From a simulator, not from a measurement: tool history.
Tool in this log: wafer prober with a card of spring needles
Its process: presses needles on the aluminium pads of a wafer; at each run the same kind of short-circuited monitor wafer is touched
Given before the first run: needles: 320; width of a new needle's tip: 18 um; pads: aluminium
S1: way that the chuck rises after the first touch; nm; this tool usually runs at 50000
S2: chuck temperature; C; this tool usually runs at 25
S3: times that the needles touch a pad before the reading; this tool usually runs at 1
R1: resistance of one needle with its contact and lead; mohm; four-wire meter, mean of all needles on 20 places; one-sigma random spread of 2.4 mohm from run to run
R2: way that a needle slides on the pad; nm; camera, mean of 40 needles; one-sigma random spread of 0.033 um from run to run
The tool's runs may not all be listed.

{"run": 1, "hour": 0.0, "S1": 50000, "S2": 25, "S3": 1, "R1": 398, "R2": 7990}
{"hour": 1.3, "done": "tips cleaned on abrasive film"}
{"hour": 9.7, "done": "tips cleaned on abrasive film"}
{"run": 2, "hour": 10.6, "S1": 50000, "S2": 25, "S3": 3, "R1": 294, "R2": 7910}
{"hour": 17.9, "done": "tips cleaned on abrasive film"}
{"run": 3, "hour": 18.4, "S1": 49000, "S2": 25, "S3": 1, "R1": 296, "R2": 7770}
{"hour": 27.0, "done": "tips cleaned on abrasive film"}
{"run": 4, "hour": 27.4, "S1": 50000, "S2": 116, "S3": 1, "R1": 326, "R2": 7820}
{"run": 5, "hour": 34.6, "S1": 32000, "S2": 25, "S3": 1, "R1": 596, "R2": 4910}
{"hour": 35.9, "done": "tips cleaned on abrasive film"}
{"hour": 44.6, "done": "tips cleaned on abrasive film"}
{"run": 6, "hour": 46.0, "S1": 32000, "S2": 25, "S3": 1, "R1": 389, "R2": 4900}
{"hour": 52.8, "done": "tips cleaned on abrasive film, once more"}
{"run": 7, "hour": 58.9, "S1": 50000, "S2": 73, "S3": 1, "R1": 406, "R2": 7780}
{"hour": 60.9, "done": "tips cleaned on abrasive film"}
{"run": 8, "hour": 66.8, "S1": 50000, "S2": 73, "S3": 1, "R1": 410, "R2": 7810}
{"hour": 69.6, "done": "tips cleaned on abrasive film"}
{"hour": 78.2, "done": "tips cleaned on abrasive film"}
{"run": 9, "hour": 78.8, "S1": 50000, "S2": 73, "S3": 1, "R1": 312, "R2": 7720}
{"hour": 87.1, "done": "tips cleaned on abrasive film"}
{"run": 10, "hour": 88.0, "S1": 50000, "S2": 73, "S3": 1, "R1": 332, "R2": 7710}
{"hour": 95.8, "done": "tips cleaned on abrasive film"}
{"run": 11, "hour": 100.7, "S1": 50000, "S2": 101, "S3": 1, "R1": 413, "R2": 7740}
{"hour": 104.0, "done": "tips cleaned on abrasive film"}
{"run": 12, "hour": 107.0, "S1": 50000, "S2": 101, "S3": 1, "R1": 362, "R2": 7710}
{"hour": 112.5, "done": "tips cleaned on abrasive film"}
{"run": 13, "hour": 116.8, "S1": 50000, "S2": 25, "S3": 1, "R1": 384, "R2": 7670}
{"hour": 120.9, "done": "tips cleaned on abrasive film"}
{"run": 14, "hour": 122.7, "S1": 50000, "S2": 25, "S3": 1, "R1": 335, "R2": 7660}
{"hour": 129.3, "done": "tips cleaned on abrasive film"}
{"run": 15, "hour": 129.3, "S1": 44000, "S2": 38, "S3": 1, "R1": 297, "R2": 6710}
{"hour": 137.8, "done": "tips cleaned on abrasive film"}
{"run": 16, "hour": 142.8, "S1": 62000, "S2": 25, "S3": 1, "R1": 350, "R2": 9620}
{"hour": 146.4, "done": "tips cleaned on abrasive film"}
{"run": 17, "hour": 149.0, "S1": 62000, "S2": 25, "S3": 1, "R1": 322, "R2": 9580}
{"hour": 155.1, "done": "tips cleaned on abrasive film"}
{"run": 18, "hour": 156.8, "S1": 62000, "S2": 25, "S3": 1, "R1": 310, "R2": 9570}
{"hour": 163.9, "done": "tips cleaned on abrasive film"}
{"run": 19, "hour": 169.2, "S1": 62000, "S2": 25, "S3": 1, "R1": 358, "R2": 9610}
{"hour": 172.5, "done": "tips cleaned on abrasive film"}
{"hour": 180.6, "done": "tips cleaned on abrasive film"}
{"run": 20, "hour": 180.6, "S1": 31000, "S2": 31, "S3": 1, "R1": 339, "R2": 4460}
{"run": 21, "hour": 186.4, "S1": 31000, "S2": 31, "S3": 1, "R1": 652, "R2": 4450}
{"hour": 189.6, "done": "tips cleaned on abrasive film"}
{"run": 22, "hour": 192.3, "S1": 65000, "S2": 25, "S3": 1, "R1": 319, "R2": 9980}
{"hour": 198.3, "done": "tips cleaned on abrasive film"}
{"run": 23, "hour": 201.4, "S1": 31000, "S2": 58, "S3": 1, "R1": 536, "R2": 4450}
{"hour": 207.0, "done": "tips cleaned on abrasive film"}
{"run": 24, "hour": 212.2, "S1": 41000, "S2": 25, "S3": 1, "R1": 459, "R2": 6060}
{"hour": 215.8, "done": "tips cleaned on abrasive film"}
{"run": 25, "hour": 222.1, "S1": 43000, "S2": 48, "S3": 2, "R1": 399, "R2": 6360}
{"hour": 223.9, "done": "tips cleaned on abrasive film"}
{"run": 26, "hour": 230.4, "S1": 31000, "S2": 70, "S3": 2, "R1": 527, "R2": 4350}
{"hour": 233.0, "done": "tips cleaned on abrasive film"}
{"run": 27, "hour": 239.0, "S1": 50000, "S2": 33, "S3": 1, "R1": 416, "R2": 7450}

Predict each of these 4 candidate next runs independently; none follows another, all start after run 27:
{"hour": 241.1, "done": "tips cleaned on abrasive film"}
{"run": "A", "hour": 244.6, "S1": 33000, "S2": 26, "S3": 1, "R1": "?", "R2": "?"}
{"hour": 241.1, "done": "tips cleaned on abrasive film"}
{"run": "B", "hour": 244.6, "S1": 42000, "S2": 27, "S3": 1, "R1": "?", "R2": "?"}
{"hour": 241.1, "done": "tips cleaned on abrasive film"}
{"run": "C", "hour": 244.6, "S1": 40000, "S2": 41, "S3": 3, "R1": "?", "R2": "?"}
{"hour": 241.1, "done": "tips cleaned on abrasive film"}
{"run": "D", "hour": 244.6, "S1": 50000, "S2": 33, "S3": 1, "R1": "?", "R2": "?"}

run=A R1=499 R2=4640
run=B R1=412 R2=6160
run=C R1=336 R2=5810
run=D R1=367 R2=7420
Had the tool no hidden state, the same runs would have come out as:
run=A R1=282 R2=5330
run=B R1=281 R2=6850
run=C R1=281 R2=6500
run=D R1=275 R2=8110
